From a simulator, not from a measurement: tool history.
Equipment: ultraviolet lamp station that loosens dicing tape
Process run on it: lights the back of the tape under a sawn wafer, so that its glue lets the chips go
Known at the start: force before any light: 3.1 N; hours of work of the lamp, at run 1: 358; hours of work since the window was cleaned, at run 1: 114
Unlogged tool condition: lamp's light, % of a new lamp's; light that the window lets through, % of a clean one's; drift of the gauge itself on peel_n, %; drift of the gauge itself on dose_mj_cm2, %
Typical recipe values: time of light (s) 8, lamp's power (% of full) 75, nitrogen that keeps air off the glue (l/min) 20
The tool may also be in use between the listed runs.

run	day	time of light (s)	lamp's power (% of full)	nitrogen that keeps air off the glue (l/min)	hours of work of the lamp	hours of work since the window was cleaned	force that peels the tape off (N)	light that reached the tape (mJ/cm2)
1	0.000	8	75	20	358	114	0.136	462
2	0.967	8	75	20	373	129	0.120	470
3	1.938	8	88	20	388	144	0.085	545
4	2.525	4	88	20	397	153	0.382	271
5	3.229	8	75	20	408	164	0.114	466
6	3.888	5	75	20	418	175	0.339	284
7	4.521	5	75	20	428	184	0.347	284
8	4.925	8	79	20	434	191	0.116	487
9	5.762	8	75	24	447	204	0.114	460
10	6.283	8	75	20	455	212	0.137	452
11	6.821	11	84	10	464	220	0.098	694
12	7.325	8	60	11	472	228	0.359	358
13	7.875	4	60	11	480	237	1.034	182
14	8.846	4	64	15	495	252	0.783	190
15	9.321	4	64	15	503	259	0.803	189
16	10.317	4	64	15	518	275	0.810	190
17	10.958	15	71	12	528	285	0.084	785

Here are 3 independent what-if runs from the current tool condition. What would each one return?
A	11.850	6	61	12	542	298	?	?
B	11.850	9	95	28	542	298	?	?
C	11.850	7	99	11	542	298	?	?

run	force that peels the tape off (N)	light that reached the tape (mJ/cm2)
A	0.569	267
B	0.077	625
C	0.189	505
With the hidden condition removed and each run's random variation left untouched, the same runs would have given:
run	force that peels the tape off (N)	light that reached the tape (mJ/cm2)
A	0.401	328
B	0.071	767
C	0.126	620

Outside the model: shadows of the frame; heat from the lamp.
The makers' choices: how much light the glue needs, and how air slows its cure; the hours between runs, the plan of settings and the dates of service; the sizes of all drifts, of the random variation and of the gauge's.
